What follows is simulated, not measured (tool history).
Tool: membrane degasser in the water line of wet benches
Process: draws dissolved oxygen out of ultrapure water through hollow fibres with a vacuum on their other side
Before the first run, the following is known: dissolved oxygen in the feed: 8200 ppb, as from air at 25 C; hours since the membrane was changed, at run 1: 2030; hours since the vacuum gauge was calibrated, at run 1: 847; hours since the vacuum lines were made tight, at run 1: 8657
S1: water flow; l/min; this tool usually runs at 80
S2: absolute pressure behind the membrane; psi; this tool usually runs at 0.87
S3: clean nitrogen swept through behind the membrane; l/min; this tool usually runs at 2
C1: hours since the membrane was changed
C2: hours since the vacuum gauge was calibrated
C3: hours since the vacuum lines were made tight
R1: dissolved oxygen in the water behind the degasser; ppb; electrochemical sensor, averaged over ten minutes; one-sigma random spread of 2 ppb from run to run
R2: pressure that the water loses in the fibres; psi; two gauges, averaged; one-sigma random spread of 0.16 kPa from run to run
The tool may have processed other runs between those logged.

run	hour	S1	S2	S3	C1	C2	C3	R1	R2
1	0	80	0.87	2	2030	847	8657	242.9	4.141
2	55.5	80	0.87	2	2085	903	8712	246.2	4.194
3	86.7	80	0.87	2	2116	934	8744	246.5	4.167
4	121.7	80	0.87	2	2151	969	8779	246.5	4.144
5	170.9	84	0.87	2	2201	1018	8828	258.7	4.354
6	217.6	84	0.87	0.81	2247	1065	8875	460.5	4.337
# hour 233.2: seals of the vacuum lines changed
7	277.9	82	0.87	0.81	2306	1123	45	455.6	4.295
8	327.2	80	0.87	2	2355	1173	94	249.5	4.161
9	380.9	80	0.87	1.55	2409	1226	148	295.8	4.221
10	420.4	80	0.87	2	2448	1266	187	245.9	4.148
11	457.5	80	0.87	2	2485	1303	224	248.2	4.197
12	483.8	80	0.87	2	2511	1329	251	249.2	4.171
13	526.4	80	0.87	2	2554	1372	293	248.9	4.167
14	574.8	80	0.87	2	2602	1420	342	249	4.213
15	628.2	115	0.87	2	2656	1474	395	381.1	5.986
16	653	80	0.87	2	2681	1498	420	251.8	4.206
17	690	86	0.821	1.24	2718	1535	457	335.1	4.486
18	725.3	86	0.821	1.24	2753	1571	492	329	4.511
19	771.6	69	0.885	1.3	2799	1617	538	303.5	3.606
20	813.7	57	0.87	1.13	2841	1659	581	277.6	2.978
21	842.9	57	0.87	2.95	2871	1688	610	128.9	2.97
22	868.6	57	0.87	2.95	2896	1714	635	128.3	2.988
23	895.2	118	0.992	1.54	2923	1741	662	534.5	6.151
24	947.8	118	0.992	1.54	2975	1793	715	553.2	6.163
25	995	115	1.054	4.93	3023	1840	762	289.1	5.987
26	1054.1	115	1.054	4.93	3082	1899	821	289.7	6.044
27	1088.2	103	0.908	1.77	3116	1934	855	386.2	5.394
28	1112.2	103	0.908	1.77	3140	1958	879	389.3	5.413
29	1166.7	103	0.908	1.77	3194	2012	934	382.1	5.393
30	1192.9	103	0.908	1.77	3221	2038	960	388.5	5.395
31	1247.5	103	0.908	1.77	3275	2093	1014	388.1	5.429

Forecast each of these 5 alternatives for the next run:
A	1275.4	57	0.908	2.2	3303	2121	1042	?	?
B	1275.4	80	1.407	2	3303	2121	1042	?	?
C	1275.4	55	0.967	2.08	3303	2121	1042	?	?
D	1275.4	51	1.472	1.77	3303	2121	1042	?	?
E	1275.4	61	0.908	1.77	3303	2121	1042	?	?

run	R1	R2
A	182.8	2.982
B	530.4	4.18
C	207	2.879
D	417.2	2.66
E	227.1	3.178
With the hidden condition removed and each run's random variation left untouched, the same runs would have given:
run	R1	R2
A	174.3	2.937
B	518	4.116
C	198.5	2.834
D	408.6	2.618
E	216.6	3.128
